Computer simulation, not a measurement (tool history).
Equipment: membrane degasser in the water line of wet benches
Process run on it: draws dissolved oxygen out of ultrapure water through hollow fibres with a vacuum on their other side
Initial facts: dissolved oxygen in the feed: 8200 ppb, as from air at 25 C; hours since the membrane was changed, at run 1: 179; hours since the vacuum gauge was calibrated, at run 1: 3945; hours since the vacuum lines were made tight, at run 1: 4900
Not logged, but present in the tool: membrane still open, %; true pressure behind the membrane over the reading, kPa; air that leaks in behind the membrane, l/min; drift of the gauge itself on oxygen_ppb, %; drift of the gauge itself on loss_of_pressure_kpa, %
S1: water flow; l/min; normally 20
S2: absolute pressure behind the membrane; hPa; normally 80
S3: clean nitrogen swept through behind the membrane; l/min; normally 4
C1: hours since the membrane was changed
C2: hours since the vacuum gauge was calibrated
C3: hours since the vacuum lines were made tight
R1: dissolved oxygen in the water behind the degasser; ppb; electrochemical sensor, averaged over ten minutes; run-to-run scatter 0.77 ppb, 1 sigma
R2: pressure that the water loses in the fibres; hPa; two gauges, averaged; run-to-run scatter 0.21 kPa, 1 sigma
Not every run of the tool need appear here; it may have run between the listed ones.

| run | hour | S1 | S2 | S3 | C1 | C2 | C3 | R1 | R2 |
|---|---|---|---|---|---|---|---|---|---|
| 1 | 0 | 20 | 80 | 4 | 179 | 3945 | 4900 | 71.2 | 463.1 |
| 2 | 65.2 | 31 | 80 | 4 | 244 | 4010 | 4965 | 126.5 | 722.3 |
| 3 | 180.6 | 20 | 80 | 4 | 359 | 4126 | 5080 | 70.6 | 462.6 |
| 4 | 244.4 | 20 | 80 | 4 | 423 | 4190 | 5144 | 70.1 | 467.2 |
| 5 | 355.1 | 20 | 80 | 4 | 534 | 4300 | 5255 | 71.8 | 463.2 |
| 6 | 445.3 | 20 | 80 | 4 | 624 | 4390 | 5345 | 69.2 | 464.9 |
| 7 | 531.6 | 20 | 51.1 | 4 | 710 | 4477 | 5431 | 35.3 | 465.9 |
| 8 | 621.4 | 20 | 51.1 | 4 | 800 | 4567 | 5521 | 36.2 | 464.3 |
| 9 | 689.9 | 20 | 51.1 | 4 | 869 | 4635 | 5590 | 35.3 | 464.9 |
| 10 | 800 | 20 | 51.7 | 4 | 979 | 4745 | 5700 | 36.1 | 462.7 |
| 11 | 869 | 20 | 51.7 | 4 | 1048 | 4814 | 5769 | 35.8 | 465.3 |
| 12 | 974 | 20 | 51.7 | 4 | 1153 | 4919 | 5874 | 36.5 | 466 |
|  | 990.2 | seals of the vacuum lines changed |
| 13 | 1027.7 | 20 | 80 | 11.67 | 1204 | 4971 | 38 | 32.2 | 458.5 |
| 14 | 1107.3 | 20 | 80 | 11.67 | 1284 | 5050 | 117 | 33 | 463 |
| 15 | 1172.7 | 20 | 80 | 11.67 | 1349 | 5116 | 183 | 32.8 | 461.9 |
| 16 | 1266.6 | 20 | 80 | 11.67 | 1443 | 5210 | 276 | 33 | 458.5 |
| 17 | 1350.8 | 20 | 80 | 11.67 | 1527 | 5294 | 361 | 32.9 | 459.1 |
| 18 | 1442.5 | 20 | 89.5 | 11.67 | 1619 | 5386 | 452 | 37.7 | 462.8 |
| 19 | 1492 | 20 | 57.4 | 2.12 | 1669 | 5435 | 502 | 69.9 | 455.3 |
| 20 | 1586.7 | 20 | 92.7 | 7.53 | 1763 | 5530 | 597 | 51.6 | 460.3 |
| 21 | 1658.3 | 31 | 50.6 | 1.7 | 1835 | 5602 | 668 | 117.1 | 714.9 |
| 22 | 1729.3 | 20 | 87.8 | 4 | 1906 | 5672 | 739 | 80.8 | 461.1 |
| 23 | 1784.4 | 20 | 87.8 | 4 | 1961 | 5728 | 794 | 80.2 | 458 |
| 24 | 1903.6 | 20 | 80 | 2.57 | 2080 | 5847 | 913 | 101.6 | 457.4 |
| 25 | 1967.5 | 20 | 80 | 2.57 | 2144 | 5911 | 977 | 99.8 | 457.4 |
| 26 | 2075.8 | 20 | 80 | 2.57 | 2252 | 6019 | 1086 | 100 | 456.3 |
| 27 | 2194.5 | 20 | 80 | 2.57 | 2371 | 6138 | 1204 | 99.7 | 456.1 |
| 28 | 2272.6 | 20 | 80 | 2.57 | 2449 | 6216 | 1282 | 99.6 | 456.8 |
| 29 | 2392.7 | 20 | 169.3 | 2.82 | 2569 | 6336 | 1403 | 242.9 | 455.4 |
| 30 | 2504.6 | 20 | 169.3 | 2.82 | 2681 | 6448 | 1514 | 239.1 | 457.1 |
| 31 | 2562.3 | 20 | 169.3 | 2.82 | 2739 | 6506 | 1572 | 239.4 | 454.7 |

Below are 4 alternative next runs, each starting from the tool's condition after run 31. Predict each:
| A | 2637.9 | 16 | 92.8 | 1.85 | 2814 | 6581 | 1648 | ? | ? |
| B | 2637.9 | 26 | 68.2 | 2.51 | 2814 | 6581 | 1648 | ? | ? |
| C | 2637.9 | 20 | 169.3 | 10.31 | 2814 | 6581 | 1648 | ? | ? |
| D | 2637.9 | 26 | 87.2 | 2.82 | 2814 | 6581 | 1648 | ? | ? |

| run | R1 | R2 |
|---|---|---|
| A | 126.9 | 361.5 |
| B | 114.2 | 591.6 |
| C | 77.1 | 452.3 |
| D | 147.2 | 591 |
With no hidden state in the tool, these same runs would have given:
| run | R1 | R2 |
|---|---|---|
| A | 126.6 | 371.6 |
| B | 113.8 | 608.1 |
| C | 77 | 465 |
| D | 146.9 | 607.4 |
